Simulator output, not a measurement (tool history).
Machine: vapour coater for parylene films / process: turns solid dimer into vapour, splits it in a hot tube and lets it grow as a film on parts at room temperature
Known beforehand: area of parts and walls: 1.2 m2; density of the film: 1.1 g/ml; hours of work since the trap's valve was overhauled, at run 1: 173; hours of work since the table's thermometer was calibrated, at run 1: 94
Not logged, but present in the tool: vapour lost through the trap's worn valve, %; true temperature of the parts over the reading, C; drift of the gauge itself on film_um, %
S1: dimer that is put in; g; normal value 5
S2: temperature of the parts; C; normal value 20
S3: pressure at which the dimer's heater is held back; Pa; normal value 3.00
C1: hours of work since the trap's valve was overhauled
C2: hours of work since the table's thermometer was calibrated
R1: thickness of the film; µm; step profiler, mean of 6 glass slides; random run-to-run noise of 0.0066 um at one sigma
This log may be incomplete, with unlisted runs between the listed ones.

run	hour	S1	S2	S3	C1	C2	R1
1	0.0	5	20	3.00	173	94	3.039
2	31.7	5	20	3.00	198	119	3.043
3	67.4	5	20	3.00	226	147	3.045
4	97.7	5	20	3.00	250	171	3.034
5	131.1	5	20	3.00	276	197	3.024
6	161.1	5	20	3.00	300	220	3.023
7	179.2	5	19	3.00	314	234	3.101
8	204.3	5	19	3.00	334	254	3.079
9	234.4	5	19	3.00	357	278	3.071
10	265.4	5	20	6.19	381	302	2.871
# hour 269.3: table's thermometer calibrated
11	282.2	6	20	9.14	394	10	3.373
12	301.7	6	20	9.14	409	25	3.372
13	332.3	6	20	9.14	433	49	3.353
14	350.5	2	13	2.34	447	64	1.413
15	377.5	5	21	3.00	469	85	2.905
16	395.7	3	23	5.97	483	99	1.598
17	427.9	3	23	5.97	508	124	1.579
18	446.6	3	23	5.97	523	139	1.601

Predict each of these 4 candidate next runs independently; none follows another, all start after run 18:
# hour 478.4: table's thermometer calibrated, once more
A	484.2	7	16	9.24	551	5	?
# hour 478.4: table's thermometer calibrated, once more
B	484.2	7	26	10.24	551	5	?
# hour 478.4: table's thermometer calibrated, once more
C	484.2	3	25	5.97	551	5	?
# hour 478.4: table's thermometer calibrated, once more
D	484.2	9	15	5.09	551	5	?

run	R1
A	4.228
B	3.284
C	1.493
D	5.765
What these runs would have given with no unlogged condition in the tool:
run	R1
A	4.490
B	3.487
C	1.586
D	6.122

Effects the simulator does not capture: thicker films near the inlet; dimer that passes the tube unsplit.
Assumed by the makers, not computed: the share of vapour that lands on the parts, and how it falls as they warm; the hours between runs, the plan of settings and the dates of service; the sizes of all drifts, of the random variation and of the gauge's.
